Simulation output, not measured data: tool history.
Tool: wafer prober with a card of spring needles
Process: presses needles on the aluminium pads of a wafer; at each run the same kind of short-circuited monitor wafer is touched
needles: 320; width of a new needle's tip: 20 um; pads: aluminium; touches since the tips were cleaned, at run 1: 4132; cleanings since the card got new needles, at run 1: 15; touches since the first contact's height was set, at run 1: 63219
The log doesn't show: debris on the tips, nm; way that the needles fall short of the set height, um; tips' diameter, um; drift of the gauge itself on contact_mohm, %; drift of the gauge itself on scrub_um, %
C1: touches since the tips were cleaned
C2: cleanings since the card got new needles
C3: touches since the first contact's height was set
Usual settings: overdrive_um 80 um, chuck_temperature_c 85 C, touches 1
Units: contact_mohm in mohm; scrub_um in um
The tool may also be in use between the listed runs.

run 1 hour=0.0 | overdrive_um=80 chuck_temperature_c=85 touches=1 | C1=4132 C2=15 C3=63219 | contact_mohm=278 scrub_um=16.496
-- hour=7.0 height of the first contact set anew
run 2 hour=7.9 | overdrive_um=80 chuck_temperature_c=25 touches=1 | C1=6714 C2=15 C3=323 | contact_mohm=273 scrub_um=16.454
-- hour=11.1 tips cleaned on abrasive film
run 3 hour=21.7 | overdrive_um=87 chuck_temperature_c=85 touches=1 | C1=3605 C2=16 C3=4950 | contact_mohm=262 scrub_um=17.885
-- hour=33.6 tips cleaned on abrasive film
run 4 hour=38.2 | overdrive_um=87 chuck_temperature_c=85 touches=1 | C1=1546 C2=17 C3=10493 | contact_mohm=247 scrub_um=17.868
run 5 hour=46.8 | overdrive_um=80 chuck_temperature_c=85 touches=1 | C1=4453 C2=17 C3=13400 | contact_mohm=269 scrub_um=16.420
-- hour=56.2 tips cleaned on abrasive film
run 6 hour=59.4 | overdrive_um=80 chuck_temperature_c=85 touches=1 | C1=1086 C2=18 C3=17645 | contact_mohm=246 scrub_um=16.398
run 7 hour=72.3 | overdrive_um=80 chuck_temperature_c=85 touches=1 | C1=5444 C2=18 C3=22003 | contact_mohm=280 scrub_um=16.397
-- hour=78.7 tips cleaned on abrasive film
run 8 hour=87.0 | overdrive_um=80 chuck_temperature_c=85 touches=1 | C1=2823 C2=19 C3=26949 | contact_mohm=265 scrub_um=16.379
-- hour=95.9 height of the first contact set anew, once more
-- hour=101.3 tips cleaned on abrasive film
run 9 hour=103.8 | overdrive_um=78 chuck_temperature_c=85 touches=1 | C1=845 C2=20 C3=2641 | contact_mohm=248 scrub_um=16.167
run 10 hour=117.5 | overdrive_um=78 chuck_temperature_c=85 touches=1 | C1=5468 C2=20 C3=7264 | contact_mohm=279 scrub_um=16.169
-- hour=123.8 tips cleaned on abrasive film
run 11 hour=131.3 | overdrive_um=78 chuck_temperature_c=85 touches=1 | C1=2556 C2=21 C3=11921 | contact_mohm=260 scrub_um=16.153
run 12 hour=145.2 | overdrive_um=80 chuck_temperature_c=85 touches=3 | C1=7256 C2=21 C3=16621 | contact_mohm=252 scrub_um=16.575
-- hour=146.2 tips cleaned on abrasive film
run 13 hour=158.1 | overdrive_um=80 chuck_temperature_c=61 touches=1 | C1=4009 C2=22 C3=20934 | contact_mohm=267 scrub_um=16.547
run 14 hour=165.0 | overdrive_um=80 chuck_temperature_c=61 touches=1 | C1=6365 C2=22 C3=23290 | contact_mohm=280 scrub_um=16.571
-- hour=168.2 tips cleaned on abrasive film
run 15 hour=176.5 | overdrive_um=80 chuck_temperature_c=34 touches=2 | C1=2808 C2=23 C3=27121 | contact_mohm=242 scrub_um=16.545
run 16 hour=189.6 | overdrive_um=80 chuck_temperature_c=34 touches=2 | C1=7246 C2=23 C3=31559 | contact_mohm=252 scrub_um=16.549
-- hour=191.1 tips cleaned on abrasive film
run 17 hour=206.5 | overdrive_um=65 chuck_temperature_c=57 touches=1 | C1=5218 C2=24 C3=37252 | contact_mohm=298 scrub_um=13.388
-- hour=214.1 tips cleaned on abrasive film
run 18 hour=221.3 | overdrive_um=81 chuck_temperature_c=81 touches=1 | C1=2459 C2=25 C3=42237 | contact_mohm=257 scrub_um=16.731
run 19 hour=231.2 | overdrive_um=68 chuck_temperature_c=85 touches=3 | C1=5801 C2=25 C3=45579 | contact_mohm=252 scrub_um=14.026
-- hour=237.0 tips cleaned on abrasive film
run 20 hour=245.7 | overdrive_um=68 chuck_temperature_c=85 touches=3 | C1=2941 C2=26 C3=50433 | contact_mohm=252 scrub_um=14.014
run 21 hour=256.9 | overdrive_um=68 chuck_temperature_c=85 touches=3 | C1=6746 C2=26 C3=54238 | contact_mohm=259 scrub_um=14.010
-- hour=259.4 tips cleaned on abrasive film
run 22 hour=273.4 | overdrive_um=68 chuck_temperature_c=85 touches=3 | C1=4741 C2=27 C3=59772 | contact_mohm=258 scrub_um=13.996
run 23 hour=280.2 | overdrive_um=66 chuck_temperature_c=33 touches=1 | C1=7048 C2=27 C3=62079 | contact_mohm=308 scrub_um=13.580
-- hour=281.9 tips cleaned on abrasive film
-- hour=290.6 height of the first contact set anew
run 24 hour=295.3 | overdrive_um=74 chuck_temperature_c=36 touches=1 | C1=4447 C2=28 C3=1608 | contact_mohm=278 scrub_um=15.343
-- hour=304.8 tips cleaned on abrasive film
run 25 hour=305.2 | overdrive_um=78 chuck_temperature_c=44 touches=2 | C1=136 C2=29 C3=4922 | contact_mohm=222 scrub_um=16.171
run 26 hour=316.4 | overdrive_um=85 chuck_temperature_c=79 touches=1 | C1=3906 C2=29 C3=8692 | contact_mohm=265 scrub_um=17.634
-- hour=327.8 tips cleaned on abrasive film
run 27 hour=332.6 | overdrive_um=87 chuck_temperature_c=86 touches=1 | C1=1633 C2=30 C3=14150 | contact_mohm=250 scrub_um=18.031

Forecast each of these 5 alternatives for the next run:
run A hour=345.3 | overdrive_um=98 chuck_temperature_c=62 touches=1 | C1=5932 C2=30 C3=18449 | contact_mohm=? scrub_um=?
run B hour=345.3 | overdrive_um=87 chuck_temperature_c=38 touches=3 | C1=5932 C2=30 C3=18449 | contact_mohm=? scrub_um=?
run C hour=345.3 | overdrive_um=66 chuck_temperature_c=33 touches=1 | C1=5932 C2=30 C3=18449 | contact_mohm=? scrub_um=?
run D hour=345.3 | overdrive_um=87 chuck_temperature_c=84 touches=1 | C1=5932 C2=30 C3=18449 | contact_mohm=? scrub_um=?
run E hour=345.3 | overdrive_um=87 chuck_temperature_c=86 touches=1 | C1=5932 C2=30 C3=18449 | contact_mohm=? scrub_um=?

run=A contact_mohm=258 scrub_um=20.315
run=B contact_mohm=229 scrub_um=18.011
run=C contact_mohm=296 scrub_um=13.654
run=D contact_mohm=279 scrub_um=18.033
run=E contact_mohm=273 scrub_um=18.034
Without the tool's hidden state the same runs would have given:
run=A contact_mohm=218 scrub_um=20.345
run=B contact_mohm=211 scrub_um=18.041
run=C contact_mohm=214 scrub_um=13.683
run=D contact_mohm=230 scrub_um=18.063
run=E contact_mohm=226 scrub_um=18.064
